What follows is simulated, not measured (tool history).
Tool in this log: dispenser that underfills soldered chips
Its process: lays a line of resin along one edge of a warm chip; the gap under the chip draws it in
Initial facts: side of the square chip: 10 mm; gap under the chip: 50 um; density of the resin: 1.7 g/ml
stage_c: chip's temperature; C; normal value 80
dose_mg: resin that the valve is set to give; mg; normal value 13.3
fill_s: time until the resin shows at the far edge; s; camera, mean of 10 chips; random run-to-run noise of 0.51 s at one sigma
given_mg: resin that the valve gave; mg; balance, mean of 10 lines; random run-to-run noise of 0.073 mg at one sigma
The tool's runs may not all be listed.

run 1 hour=0 | stage_c=80 dose_mg=13.3 | fill_s=43.3 given_mg=12.4
-- hour=7.5 new syringe of resin
run 2 hour=8.6 | stage_c=80 dose_mg=13.3 | fill_s=44.5 given_mg=12.33
-- hour=15.7 new syringe of resin
run 3 hour=15.7 | stage_c=80 dose_mg=12.3 | fill_s=42.4 given_mg=11.32
run 4 hour=20.6 | stage_c=80 dose_mg=12.3 | fill_s=55.4 given_mg=11.4
-- hour=24 new syringe of resin
run 5 hour=28.2 | stage_c=80 dose_mg=12.3 | fill_s=53.2 given_mg=11.18
-- hour=32.4 new syringe of resin
run 6 hour=32.9 | stage_c=80 dose_mg=12.3 | fill_s=42.8 given_mg=11.28
run 7 hour=38.3 | stage_c=80 dose_mg=12.3 | fill_s=57.7 given_mg=11.12
-- hour=40.5 new syringe of resin
run 8 hour=44.2 | stage_c=80 dose_mg=12.3 | fill_s=52.1 given_mg=11.16
-- hour=48.6 new syringe of resin
run 9 hour=50.3 | stage_c=81 dose_mg=16.6 | fill_s=42.5 given_mg=14.9
run 10 hour=54.7 | stage_c=81 dose_mg=16.6 | fill_s=55.5 given_mg=14.99
-- hour=56.8 new syringe of resin
run 11 hour=59.5 | stage_c=81 dose_mg=16.6 | fill_s=45.4 given_mg=14.82
-- hour=65 new syringe of resin
run 12 hour=66.6 | stage_c=81 dose_mg=16.6 | fill_s=42.4 given_mg=14.8

Predict each of these 4 candidate next runs independently; none follows another, all start after run 12:
run A hour=70.6 | stage_c=79 dose_mg=15.3 | fill_s=? given_mg=?
run B hour=70.6 | stage_c=72 dose_mg=12.2 | fill_s=? given_mg=?
run C hour=70.6 | stage_c=85 dose_mg=14.2 | fill_s=? given_mg=?
run D hour=70.6 | stage_c=94 dose_mg=12 | fill_s=? given_mg=?

run=A fill_s=56.3 given_mg=13.58
run=B fill_s=75.5 given_mg=10.99
run=C fill_s=46.2 given_mg=12.54
run=D fill_s=36.6 given_mg=10.56
Without the tool's hidden state the same runs would have given:
run=A fill_s=41.3 given_mg=15.32
run=B fill_s=54.4 given_mg=12.39
run=C fill_s=33.8 given_mg=14.15
run=D fill_s=26.4 given_mg=11.92
